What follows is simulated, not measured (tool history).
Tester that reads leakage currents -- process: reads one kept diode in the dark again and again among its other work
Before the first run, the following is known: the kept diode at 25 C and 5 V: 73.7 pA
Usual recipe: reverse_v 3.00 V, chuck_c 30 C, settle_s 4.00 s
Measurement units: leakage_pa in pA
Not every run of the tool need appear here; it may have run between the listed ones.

| run | hour | reverse_v | chuck_c | settle_s | leakage_pa |
|---|---|---|---|---|---|
| 1 | 0.0 | 3.00 | 30 | 4.00 | 99.15 |
| 2 | 27.5 | 3.00 | 30 | 8.13 | 99.88 |
| 3 | 58.8 | 3.00 | 30 | 4.62 | 100.18 |
| 4 | 74.0 | 3.00 | 30 | 4.62 | 99.72 |
| 5 | 110.5 | 3.00 | 30 | 4.62 | 100.34 |
| 6 | 135.2 | 3.00 | 30 | 2.48 | 100.75 |
| 7 | 169.2 | 3.00 | 30 | 2.48 | 101.36 |
| 8 | 202.7 | 3.00 | 30 | 2.48 | 100.98 |
| 9 | 222.6 | 3.00 | 30 | 4.00 | 100.87 |
| 10 | 247.7 | 3.00 | 21 | 4.00 | 49.86 |
| 11 | 275.3 | 3.00 | 21 | 4.00 | 49.86 |
| 12 | 304.9 | 3.00 | 21 | 4.00 | 50.28 |
| 13 | 334.6 | 1.05 | 30 | 4.00 | 69.08 |
| 14 | 352.7 | 1.05 | 30 | 4.00 | 69.09 |
| 15 | 374.4 | 1.05 | 24 | 4.00 | 42.69 |
| 16 | 392.9 | 3.00 | 30 | 0.70 | 102.88 |
| 17 | 426.8 | 3.00 | 31 | 4.00 | 111.08 |
| 18 | 454.7 | 3.00 | 31 | 0.61 | 111.19 |
| 19 | 481.1 | 3.00 | 30 | 4.00 | 102.77 |
| 20 | 499.6 | 3.00 | 30 | 4.00 | 102.86 |
| 21 | 524.3 | 3.00 | 30 | 0.66 | 104.06 |
| 22 | 547.6 | 2.09 | 31 | 0.66 | 97.95 |
| 23 | 569.2 | 4.89 | 53 | 0.39 | 680.10 |
| 24 | 598.8 | 1.24 | 28 | 0.39 | 64.15 |
| 25 | 634.8 | 1.24 | 28 | 0.39 | 64.16 |
| 26 | 658.4 | 1.49 | 20 | 1.42 | 36.27 |
| 27 | 688.1 | 1.09 | 30 | 4.00 | 71.91 |
| 28 | 718.5 | 9.85 | 25 | 1.26 | 118.38 |
| 29 | 747.7 | 10.95 | 22 | 1.59 | 101.61 |
| 30 | 770.2 | 1.27 | 33 | 4.00 | 96.53 |
| 31 | 792.4 | 1.87 | 22 | 1.70 | 46.89 |
| 32 | 816.3 | 3.00 | 30 | 0.63 | 105.75 |
| 33 | 844.2 | 3.00 | 30 | 0.63 | 105.82 |
| 34 | 872.2 | 2.27 | 30 | 2.18 | 94.78 |
| 35 | 905.4 | 2.27 | 30 | 2.18 | 94.74 |
| 36 | 941.1 | 2.27 | 30 | 2.18 | 95.87 |
| 37 | 972.3 | 1.74 | 30 | 4.00 | 86.54 |
| 38 | 1005.7 | 17.67 | 28 | 4.00 | 196.18 |
| 39 | 1036.7 | 1.13 | 30 | 1.91 | 73.76 |

Below, each run's measurement less what the same run would have read without the hidden state. Both values contain the same run-to-run variation, but the gauge's scatter may not be the same in both:
What the log doesn't record here: stray current of the dirty probe card, pA a volt; current scale over the true one, %; true chuck temperature over the reading, C; drift of the gauge itself on leakage_pa, %.
| run | leakage_pa |
|---|---|
| 1 | +5.73 |
| 2 | +5.96 |
| 3 | +6.18 |
| 4 | +6.24 |
| 5 | +6.52 |
| 6 | +6.70 |
| 7 | +6.96 |
| 8 | +7.13 |
| 9 | +7.24 |
| 10 | +6.01 |
| 11 | +6.12 |
| 12 | +6.28 |
| 13 | +3.90 |
| 14 | +3.97 |
| 15 | +3.19 |
| 16 | +8.42 |
| 17 | +8.95 |
| 18 | +9.10 |
| 19 | +9.00 |
| 20 | +9.13 |
| 21 | +9.34 |
| 22 | +7.65 |
| 23 | +33.99 |
| 24 | +5.01 |
| 25 | +5.15 |
| 26 | +4.47 |
| 27 | +5.43 |
| 28 | +24.03 |
| 29 | +25.70 |
| 30 | +7.25 |
| 31 | +6.08 |
| 32 | +11.31 |
| 33 | +11.49 |
| 34 | +9.66 |
| 35 | +9.83 |
| 36 | +10.14 |
| 37 | +8.68 |
| 38 | +48.27 |
| 39 | +6.92 |

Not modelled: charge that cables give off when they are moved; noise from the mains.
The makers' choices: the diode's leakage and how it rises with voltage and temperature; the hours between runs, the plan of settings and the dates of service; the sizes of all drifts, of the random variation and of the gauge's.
